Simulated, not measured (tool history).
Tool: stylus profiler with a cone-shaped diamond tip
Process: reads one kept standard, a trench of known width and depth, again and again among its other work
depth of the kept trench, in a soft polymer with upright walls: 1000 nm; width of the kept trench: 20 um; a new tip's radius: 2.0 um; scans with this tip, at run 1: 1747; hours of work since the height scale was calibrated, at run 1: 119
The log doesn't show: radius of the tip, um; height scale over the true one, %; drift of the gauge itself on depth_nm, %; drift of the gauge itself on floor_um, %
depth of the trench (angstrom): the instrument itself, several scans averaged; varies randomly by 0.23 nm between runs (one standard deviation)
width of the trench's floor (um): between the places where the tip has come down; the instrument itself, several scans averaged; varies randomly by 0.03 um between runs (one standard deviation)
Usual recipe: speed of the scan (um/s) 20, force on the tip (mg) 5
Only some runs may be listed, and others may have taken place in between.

run	day	speed of the scan (um/s)	force on the tip (mg)	scans with this tip	hours of work since the height scale was calibrated	depth of the trench (angstrom)	width of the trench's floor (um)
1	0	20	5	1747	119	10232.3	15.87
2	2.321	20	5	2172	148	10234.4	15.68
3	5.2	20	5	2700	185	10236.2	15.57
4	9.017	20	5	3398	232	10236.6	15.37
5	14.679	20	5	4436	303	10237.4	14.97
6	17.504	20	5	4953	339	10243.6	14.83
7	22.862	20	5	5935	406	10243.2	14.59
8	27.529	20	5	6789	464	10251.8	14.27
9	29.892	9	5	7222	494	10247.6	14.21
10	34.683	25	5	8099	554	10254.4	13.98
11	39.583	25	5	8997	615	10254.9	13.77
12	43.758	20	5	9762	667	10253.8	13.58
13	48.2	20	4.32	10575	723	10239.7	13.33
14	52.796	20	2.14	11416	780	10162.5	13.2
15	55.45	37	5	11903	814	10263.2	13.02
16	58.779	37	5	12512	855	10264.4	12.93
# day 62.104: new tip fitted, height scale calibrated
17	64.504	37	5	440	30	10232.5	16.37
18	70.154	37	1.74	1475	101	10121.7	15.92
19	73.846	43	1.74	2151	147	10119.5	15.63
20	79.388	61	5	3166	216	10235.3	15.33
# day 79.842: height scale calibrated on a step standard
21	84	61	5	4007	52	10247.8	15.1
22	88.121	61	5	4762	104	10253.1	14.86
23	90.883	61	5	5268	138	10243.6	14.71
24	93.725	8	1.71	5788	174	10135.6	14.7
25	97.979	22	10.64	6567	227	10406.6	14.42
26	103.508	20	7.41	7580	296	10328.1	14.25
27	106.8	9	5.45	8183	337	10272.8	14.09
# day 108.179: height scale calibrated on a step standard, once more
28	110.804	9	5.31	8912	33	10240.3	13.89
29	115.671	60	9.99	9804	94	10368.1	13.58
30	119.621	60	9.99	10527	143	10370.9	13.49
31	122.412	39	3.93	11038	178	10203.8	13.36
32	128.008	19	2.74	12063	248	10165.2	13.19
33	131.712	20	13.74	12742	295	10464	13.01
# day 133.683: new tip fitted, height scale calibrated
34	134.95	29	8.53	231	16	10321.5	16.36
35	140.025	29	2.82	1161	79	10155.7	15.91
36	142.942	9	2.12	1695	116	10132.8	15.77
37	146.783	36	8.5	2398	164	10331.1	15.54
38	151.854	15	6.5	3327	227	10282.8	15.21
39	156.325	15	6.5	4146	283	10285	14.93
40	160.192	15	6.5	4855	332	10289	14.75
41	163.517	8	1.79	5463	373	10131.5	14.57
42	166.867	70	2.76	6076	415	10173.9	14.24
43	171.008	70	2.76	6836	467	10171.7	14.07
44	175.533	70	2.76	7664	524	10178.5	13.84
45	180.817	37	4.19	8632	590	10229.3	13.73

Entry by entry between the runs, the difference in hidden state between the last listed run before and the first listed run after:
After run 16, before run 17: new tip fitted, height scale calibrated (day 62.104)
  radius of the tip, um: 6.61 -> 2.12; height scale over the true one, %: 0.384 -> 0.035
  measured less the result without the state, depth of the trench (angstrom): +39.3 -> +3.6; width of the trench's floor (um): -3.52 -> -0.13
After run 20, before run 21: height scale calibrated on a step standard (day 79.842)
  radius of the tip, um: 3.07 -> 3.38; height scale over the true one, %: 0.124 -> 0.179
  measured less the result without the state, depth of the trench (angstrom): +12.7 -> +18.4; width of the trench's floor (um): -1.07 -> -1.34
After run 27, before run 28: height scale calibrated on a step standard, once more (day 108.179)
  radius of the tip, um: 4.88 -> 5.11; height scale over the true one, %: 0.317 -> 0.023
  measured less the result without the state, depth of the trench (angstrom): +32.5 -> +2.4; width of the trench's floor (um): -2.45 -> -2.61
After run 33, before run 34: new tip fitted, height scale calibrated (day 133.683)
  radius of the tip, um: 6.48 -> 2.16; height scale over the true one, %: 0.148 -> 0
  measured less the result without the state, depth of the trench (angstrom): +15.5 -> +0; width of the trench's floor (um): -3.45 -> -0.17
